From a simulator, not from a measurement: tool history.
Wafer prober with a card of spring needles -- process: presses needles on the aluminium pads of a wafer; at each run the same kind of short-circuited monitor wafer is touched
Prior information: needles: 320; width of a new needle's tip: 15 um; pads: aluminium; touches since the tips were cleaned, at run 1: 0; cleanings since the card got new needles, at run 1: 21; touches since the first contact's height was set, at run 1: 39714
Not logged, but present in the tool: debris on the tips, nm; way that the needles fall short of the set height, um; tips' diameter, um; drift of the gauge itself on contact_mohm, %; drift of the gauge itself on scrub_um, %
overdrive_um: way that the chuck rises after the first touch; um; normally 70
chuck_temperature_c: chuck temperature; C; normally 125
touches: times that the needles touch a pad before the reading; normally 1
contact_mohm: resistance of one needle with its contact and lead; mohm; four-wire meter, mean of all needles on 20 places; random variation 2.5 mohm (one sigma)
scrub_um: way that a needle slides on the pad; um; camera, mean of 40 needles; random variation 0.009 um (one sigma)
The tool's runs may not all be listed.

run    day  overdrive_um  chuck_temperature_c  touches  touches since the tips were cleaned  cleanings since the card got new needles  touches since the first contact's height was set  contact_mohm  scrub_um
  1  0.000            70                  125        1                                    0                                        21                                             39714           289    14.498
  2  0.392            70                  125        1                                 3665                                        21                                             43379           286    14.472
     0.767  -- tips cleaned on abrasive film
  3  0.812            70                  125        1                                  437                                        22                                             47247           289    14.474
  4  1.062            70                  111        1                                 2759                                        22                                             49569           287    14.465
  5  1.267            70                  111        1                                 4675                                        22                                             51485           281    14.464
  6  1.496            70                  125        1                                 6815                                        22                                             53625           288    14.469
     1.542  -- tips cleaned on abrasive film
  7  1.792            70                   42        1                                 2363                                        23                                             56355           266    14.432
  8  2.000            70                   42        1                                 4272                                        23                                             58264           264    14.434
  9  2.242            70                  125        1                                 6532                                        23                                             60524           289    14.403
     2.325  -- tips cleaned on abrasive film
 10  2.600            70                  125        1                                 2542                                        24                                             63818           287    14.410
 11  3.029            70                   35        1                                 6554                                        24                                             67830           264    14.397
     3.096  -- tips cleaned on abrasive film
 12  3.350            70                  125        1                                 2358                                        25                                             70779           288    14.383
 13  3.704            70                  125        1                                 5661                                        25                                             74082           287    14.369
     3.883  -- tips cleaned on abrasive film
 14  3.979            70                  125        1                                  905                                        26                                             76627           286    14.374
 15  4.229            70                  125        1                                 3220                                        26                                             78942           290    14.366
 16  4.458            70                  125        1                                 5356                                        26                                             81078           286    14.359
     4.683  -- tips cleaned on abrasive film
 17  4.825            70                  125        1                                 1321                                        27                                             84442           286    14.346
 18  5.133            70                  125        1                                 4215                                        27                                             87336           291    14.359
 19  5.367            70                  125        1                                 6402                                        27                                             89523           289    14.322
     5.450  -- tips cleaned on abrasive film
 20  5.708            70                  125        1                                 2385                                        28                                             92643           289    14.326
 21  5.992            59                   87        1                                 5055                                        28                                             95313           280    12.058
     6.217  -- tips cleaned on abrasive film
 22  6.371            73                   87        2                                 1428                                        29                                             98797           276    14.906
 23  6.554            65                  106        1                                 3125                                        29                                            100494           281    13.283
 24  6.783            65                   61        3                                 5275                                        29                                            102644           271    13.262
     7.008  -- tips cleaned on abrasive film
 25  7.017            80                   59        2                                   63                                        30                                            104777           269    16.315
 26  7.283            80                   56        2                                 2550                                        30                                            107264           268    16.325
 27  7.654            80                   56        2                                 5998                                        30                                            110712           265    16.304
     7.783  -- tips cleaned on abrasive film
 28  7.892            80                   29        1                                 1017                                        31                                            112911           264    16.293
 29  8.304            63                   25        2                                 4830                                        31                                            116724           261    12.813
 30  8.488            60                  116        2                                 6548                                        31                                            118442           287    12.190
     8.546  -- tips cleaned on abrasive film
 31  8.858            60                  116        2                                 2901                                        32                                            121863           288    12.186
     9.008  -- height of the first contact set anew
 32  9.188            77                  116        2                                 5867                                        32                                              1674           283    15.647
     9.325  -- tips cleaned on abrasive film
 33  9.375            87                  121        1                                  448                                        33                                              3363           283    17.655
 34  9.688            71                  109        2                                 3373                                        33                                              6288           284    14.393

The same runs without the tool's hidden state, with the same run-to-run variation:
run  scrub_um
  1    14.500
  2    14.485
  3    14.501
  4    14.499
  5    14.503
  6    14.516
  7    14.488
  8    14.496
  9    14.472
 10    14.490
 11    14.490
 12    14.485
 13    14.482
 14    14.495
 15    14.495
 16    14.495
 17    14.492
 18    14.516
 19    14.485
 20    14.500
 21    12.212
 22    15.108
 23    13.468
 24    13.453
 25    16.558
 26    16.577
 27    16.568
 28    16.566
 29    13.039
 30    12.411
 31    12.417
 32    15.947
 33    18.001
 34    14.685
For contact_mohm, the value without the hidden state is never more than 2 mohm from the measured value.
